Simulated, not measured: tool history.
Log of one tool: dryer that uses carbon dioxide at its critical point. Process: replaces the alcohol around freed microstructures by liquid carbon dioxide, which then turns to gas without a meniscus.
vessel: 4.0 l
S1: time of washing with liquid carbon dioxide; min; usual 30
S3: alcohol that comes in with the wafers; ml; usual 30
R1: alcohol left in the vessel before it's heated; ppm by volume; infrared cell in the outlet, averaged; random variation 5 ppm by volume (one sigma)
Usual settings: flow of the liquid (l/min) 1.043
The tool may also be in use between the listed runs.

run 1 hour=0.0 | S1=30 flow_of_the_liquid_(l/min)=1.043 S3=30 | R1=18
run 2 hour=12.4 | S1=24 flow_of_the_liquid_(l/min)=1.043 S3=30 | R1=61
run 3 hour=23.2 | S1=24 flow_of_the_liquid_(l/min)=1.043 S3=30 | R1=60
run 4 hour=36.3 | S1=30 flow_of_the_liquid_(l/min)=1.043 S3=30 | R1=35
run 5 hour=57.3 | S1=30 flow_of_the_liquid_(l/min)=1.043 S3=30 | R1=43
run 6 hour=76.3 | S1=30 flow_of_the_liquid_(l/min)=1.043 S3=30 | R1=51
run 7 hour=86.5 | S1=27 flow_of_the_liquid_(l/min)=1.043 S3=30 | R1=57
run 8 hour=98.9 | S1=27 flow_of_the_liquid_(l/min)=1.043 S3=30 | R1=72
run 9 hour=115.2 | S1=30 flow_of_the_liquid_(l/min)=1.043 S3=30 | R1=67
run 10 hour=130.4 | S1=30 flow_of_the_liquid_(l/min)=1.440 S3=30 | R1=46
run 11 hour=146.9 | S1=20 flow_of_the_liquid_(l/min)=1.440 S3=30 | R1=82
run 12 hour=166.6 | S1=20 flow_of_the_liquid_(l/min)=1.440 S3=30 | R1=85
run 13 hour=181.9 | S1=20 flow_of_the_liquid_(l/min)=1.440 S3=30 | R1=88
run 14 hour=201.2 | S1=30 flow_of_the_liquid_(l/min)=1.043 S3=30 | R1=82
run 15 hour=213.1 | S1=30 flow_of_the_liquid_(l/min)=1.043 S3=36 | R1=101
run 16 hour=233.9 | S1=30 flow_of_the_liquid_(l/min)=1.043 S3=36 | R1=105
run 17 hour=244.6 | S1=19 flow_of_the_liquid_(l/min)=1.043 S3=69 | R1=529
run 18 hour=266.6 | S1=30 flow_of_the_liquid_(l/min)=0.680 S3=34 | R1=303
run 19 hour=289.5 | S1=30 flow_of_the_liquid_(l/min)=1.630 S3=37 | R1=90
-- hour=297.2 inlet filter changed
run 20 hour=303.0 | S1=30 flow_of_the_liquid_(l/min)=0.800 S3=109 | R1=333
run 21 hour=319.7 | S1=34 flow_of_the_liquid_(l/min)=1.450 S3=28 | R1=99
run 22 hour=335.1 | S1=35 flow_of_the_liquid_(l/min)=1.450 S3=44 | R1=112
run 23 hour=357.0 | S1=42 flow_of_the_liquid_(l/min)=1.010 S3=116 | R1=113
run 24 hour=367.0 | S1=30 flow_of_the_liquid_(l/min)=1.740 S3=119 | R1=118
run 25 hour=382.6 | S1=23 flow_of_the_liquid_(l/min)=1.330 S3=71 | R1=169
run 26 hour=405.5 | S1=32 flow_of_the_liquid_(l/min)=1.330 S3=26 | R1=135
run 27 hour=416.9 | S1=32 flow_of_the_liquid_(l/min)=1.690 S3=57 | R1=128
run 28 hour=436.9 | S1=32 flow_of_the_liquid_(l/min)=1.690 S3=57 | R1=140
run 29 hour=459.4 | S1=19 flow_of_the_liquid_(l/min)=0.980 S3=77 | R1=717

Hidden state or all else? Some run-to-run changes of R1, split into what the settings, what came in and random variation would give without the hidden state, and what is left for the hidden state (with any gauge scatter that isn't in both results):
The hidden state here: flow that reaches the vessel past the clogged filter, %; alcohol in the recycled carbon dioxide, ppm; drift of the gauge itself on alcohol_ppm, %.
Run 16 -> 17: S1 30 -> 19, S3 36 -> 69. R1 +424 ppm by volume: hidden state +111, all else +313.
Run 28 -> 29: S1 32 -> 19, flow of the liquid (l/min) 1.690 -> 0.980, S3 57 -> 77. R1 +577 ppm by volume: hidden state +108, all else +469.

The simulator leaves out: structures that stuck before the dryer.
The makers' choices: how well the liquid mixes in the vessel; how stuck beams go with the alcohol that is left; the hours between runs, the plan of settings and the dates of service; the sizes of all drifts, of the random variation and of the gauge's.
